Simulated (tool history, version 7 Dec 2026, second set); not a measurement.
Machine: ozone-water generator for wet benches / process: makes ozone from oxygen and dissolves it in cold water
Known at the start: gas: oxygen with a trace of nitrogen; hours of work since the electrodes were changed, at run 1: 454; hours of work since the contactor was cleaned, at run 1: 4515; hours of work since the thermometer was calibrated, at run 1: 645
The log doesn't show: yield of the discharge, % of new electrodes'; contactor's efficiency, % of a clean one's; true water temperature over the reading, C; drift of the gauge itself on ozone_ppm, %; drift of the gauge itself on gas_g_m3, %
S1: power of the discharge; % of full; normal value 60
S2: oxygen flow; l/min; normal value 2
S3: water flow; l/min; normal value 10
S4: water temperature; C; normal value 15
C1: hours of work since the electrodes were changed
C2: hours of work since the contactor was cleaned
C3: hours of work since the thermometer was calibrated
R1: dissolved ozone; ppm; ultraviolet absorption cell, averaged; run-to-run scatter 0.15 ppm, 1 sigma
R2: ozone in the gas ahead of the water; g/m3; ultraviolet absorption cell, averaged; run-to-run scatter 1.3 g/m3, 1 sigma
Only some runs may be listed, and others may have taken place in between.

run	hour	S1	S2	S3	S4	C1	C2	C3	R1	R2
1	0	60	2	10	15	454	4515	645	16.8	247.5
2	44.5	60	2	10	15	489	4550	680	16.9	246
3	72.7	60	2	10	15	511	4572	702	17	248.8
4	111.9	60	2	9	15	541	4602	732	18.9	247.1
5	136.6	60	2	10	15	561	4621	751	16.8	245.9
6	167	60	2	10	15	584	4645	775	16.9	245.2
7	185.5	60	2	10	15	599	4659	789	17.2	243.9
8	212.6	60	2	10	15	620	4680	810	17.1	246.8
9	237.9	60	2	10	15	639	4700	830	16.9	246.8
10	277	60	2.33	10	15	670	4731	860	16.9	224.7
11	313.9	60	2.68	10	15	699	4759	889	16.8	207.1
12	359.4	60	2	10	15	734	4795	925	16.9	248.6
13	388.7	60	2	10	15	757	4817	947	17	246
14	428.5	60	2	10	15	788	4848	978	17.1	244.8
15	456	60	2	10	15	809	4870	1000	16.7	247
16	492.8	60	2	10	15	838	4898	1028	17.1	243.4
17	512.3	60	2	10	15	853	4914	1043	17.3	248.5
18	537.2	60	2	10	19	872	4933	1063	16.3	244.5
19	573	60	2	10	19	900	4961	1091	16.2	246.8
20	598.5	60	2	13	7	920	4981	1111	13.8	245.2
21	622.8	70	2.3	12	18	939	5000	1129	15	247.5
22	643.3	70	2.3	12	18	955	5016	1145	15	246.8
23	670.6	70	1.59	12	14	976	5037	1167	15.1	307.2
24	714.5	60	1.04	10	14	1010	5071	1201	15.8	360.6
25	744.4	60	1.04	10	14	1033	5094	1224	16	365
26	765	77	2.35	9	21	1050	5110	1240	20.1	256.3
27	791.2	61	2.35	10	21	1070	5131	1261	16	223.4
28	822.3	77	2	11	11	1094	5155	1285	18.4	283.4
29	848.8	60	2	10	13	1115	5175	1305	17.2	245.7
30	870.2	60	2	10	13	1131	5192	1322	17.3	247
31	902.1	59	2	8	15	1156	5217	1347	20.7	243.7
32	943.8	59	2	8	15	1189	5249	1379	20.7	241
33	966.1	76	1.61	12	15	1206	5267	1397	15.6	318.4
34	1009.2	60	2	11	15	1240	5300	1430	15.4	245.6

What if the next run were any one of these 3? Each begins from the tool's condition after run 34:
A	1029.5	60	3.42	9	8	1255	5316	1446	?	?
B	1029.5	53	2	9	12	1255	5316	1446	?	?
C	1029.5	66	1.53	11	14	1255	5316	1446	?	?

run	R1	R2
A	20	177.7
B	18	227.5
C	15.9	301.8
Stripped of hidden state, with their random variation kept, the same runs would have yielded:
run	R1	R2
A	21	181.6
B	18.9	232
C	16.7	308.8
